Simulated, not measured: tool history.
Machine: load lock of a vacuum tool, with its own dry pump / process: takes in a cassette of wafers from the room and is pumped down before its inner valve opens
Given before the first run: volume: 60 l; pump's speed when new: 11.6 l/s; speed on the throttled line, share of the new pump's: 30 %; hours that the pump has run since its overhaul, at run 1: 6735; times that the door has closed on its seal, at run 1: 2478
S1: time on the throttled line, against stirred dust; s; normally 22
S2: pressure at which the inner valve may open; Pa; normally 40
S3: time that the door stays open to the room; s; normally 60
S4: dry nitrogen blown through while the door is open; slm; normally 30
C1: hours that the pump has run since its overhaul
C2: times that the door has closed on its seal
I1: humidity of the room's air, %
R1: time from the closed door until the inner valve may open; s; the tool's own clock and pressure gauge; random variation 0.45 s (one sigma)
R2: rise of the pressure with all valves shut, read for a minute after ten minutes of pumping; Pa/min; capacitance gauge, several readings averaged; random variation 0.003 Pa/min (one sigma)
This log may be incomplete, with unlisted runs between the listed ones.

run,hour,S1,S2,S3,S4,C1,C2,I1,R1,R2
1,0,22,40,60,30,6735,2478,40.6,59.1,0.035
2,133.7,22,40,60,30,6869,2771,46.6,58.9,0.033
3,274,22,40,60,30,7009,3078,44.4,59.2,0.028
4,377.3,15,40,60,30,7112,3305,49.8,54.8,0.039
5,478.7,15,40,60,30,7214,3527,45.5,54.2,0.034
6,547.4,15,40,60,30,7282,3677,44.6,54.8,0.033
7,671,15,40,60,30,7406,3948,51.1,54.8,0.045
8,750.3,38,66,60,30,7485,4122,46.7,68.1,0.038
9,877.9,38,66,60,30,7613,4402,47,67.2,0.04
10,1024.2,38,66,60,30,7759,4722,44.6,67.6,0.038
11,1145.2,38,66,60,30,7880,4987,45,67.5,0.039
12,1220.1,29,33,60,30,7955,5151,48,65.2,0.043
13,1287.9,14,40,33,30,8023,5300,49.2,55.2,0.036

Forecast each of these 4 alternatives for the next run:
A,1410.1,13,42,124,30,8145,5568,43.1,?,?
B,1410.1,23,40,33,30,8145,5568,45.8,?,?
C,1410.1,14,40,26,30,8145,5568,47.3,?,?
D,1410.1,22,41,221,26,8145,5568,45.5,?,?

run,R1,R2
A,53.9,0.055
B,60.3,0.036
C,55.1,0.034
D,59.7,0.088
With no hidden state in the tool, these same runs would have given:
run,R1,R2
A,49.8,0.035
B,56.6,0.016
C,51,0.015
D,55.9,0.068

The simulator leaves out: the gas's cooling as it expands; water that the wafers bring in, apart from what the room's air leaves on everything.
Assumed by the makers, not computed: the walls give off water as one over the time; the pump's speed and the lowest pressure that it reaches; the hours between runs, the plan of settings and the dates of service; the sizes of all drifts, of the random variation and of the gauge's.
